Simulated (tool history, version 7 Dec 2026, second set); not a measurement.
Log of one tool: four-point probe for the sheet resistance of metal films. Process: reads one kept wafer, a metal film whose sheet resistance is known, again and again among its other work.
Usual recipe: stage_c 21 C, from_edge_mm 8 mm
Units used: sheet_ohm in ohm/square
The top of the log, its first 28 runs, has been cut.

Run 29, day 87.271: usual settings but stage_c 18 C, from_edge_mm 14 mm. Result: sheet_ohm 0.061673 ohm/square.
Run 30, day 91.288: usual settings but stage_c 19 C, from_edge_mm 37 mm. Result: sheet_ohm 0.061629 ohm/square.
Run 31, day 94.842: usual settings but stage_c 33 C, from_edge_mm 4 mm. Result: sheet_ohm 0.062425 ohm/square.
Run 32, day 98.446: usual settings but stage_c 34 C, from_edge_mm 9 mm. Result: sheet_ohm 0.062031 ohm/square.
Run 33, day 102.058: usual settings but stage_c 29 C, from_edge_mm 7 mm. Result: sheet_ohm 0.062012 ohm/square.
Run 34, day 104.892: usual settings but stage_c 23 C, from_edge_mm 7 mm. Result: sheet_ohm 0.061904 ohm/square.
Run 35, day 107.725: usual settings but from_edge_mm 40 mm. Result: sheet_ohm 0.061677 ohm/square.
Run 36, day 110.525: usual settings but stage_c 27 C, from_edge_mm 43 mm. Result: sheet_ohm 0.061799 ohm/square.
Run 37, day 114.021: usual settings but stage_c 27 C, from_edge_mm 43 mm. Result: sheet_ohm 0.061807 ohm/square.
Run 38, day 116.004: usual settings but stage_c 23 C, from_edge_mm 46 mm. Result: sheet_ohm 0.061711 ohm/square.
Run 39, day 118.167: usual settings but stage_c 29 C. Result: sheet_ohm 0.061973 ohm/square.
Run 40, day 122.367: usual settings but stage_c 20 C. Result: sheet_ohm 0.061772 ohm/square.
Run 41, day 125.146: usual settings but stage_c 24 C. Result: sheet_ohm 0.061887 ohm/square.
Run 42, day 126.983: usual settings but stage_c 25 C. Result: sheet_ohm 0.06189 ohm/square.

Branching from run 42: 5 alternative next runs. What would each branch give?
Run A, day 129.583: usual settings but stage_c 25 C, from_edge_mm 5 mm. Result: sheet_ohm ?.
Run B, day 129.583: usual settings but stage_c 20 C, from_edge_mm 23 mm. Result: sheet_ohm ?.
Run C, day 129.583: usual settings but stage_c 19 C. Result: sheet_ohm ?.
Run D, day 129.583: usual settings but stage_c 34 C, from_edge_mm 51 mm. Result: sheet_ohm ?.
Run E, day 129.583: usual settings but stage_c 22 C, from_edge_mm 20 mm. Result: sheet_ohm ?.

run  sheet_ohm
  A   0.062091
  B   0.061668
  C   0.061751
  D   0.061941
  E   0.061712
With the hidden condition removed and each run's random variation left untouched, the same runs would have given:
run  sheet_ohm
  A   0.062277
  B   0.061852
  C   0.061936
  D   0.062129
  E   0.061896

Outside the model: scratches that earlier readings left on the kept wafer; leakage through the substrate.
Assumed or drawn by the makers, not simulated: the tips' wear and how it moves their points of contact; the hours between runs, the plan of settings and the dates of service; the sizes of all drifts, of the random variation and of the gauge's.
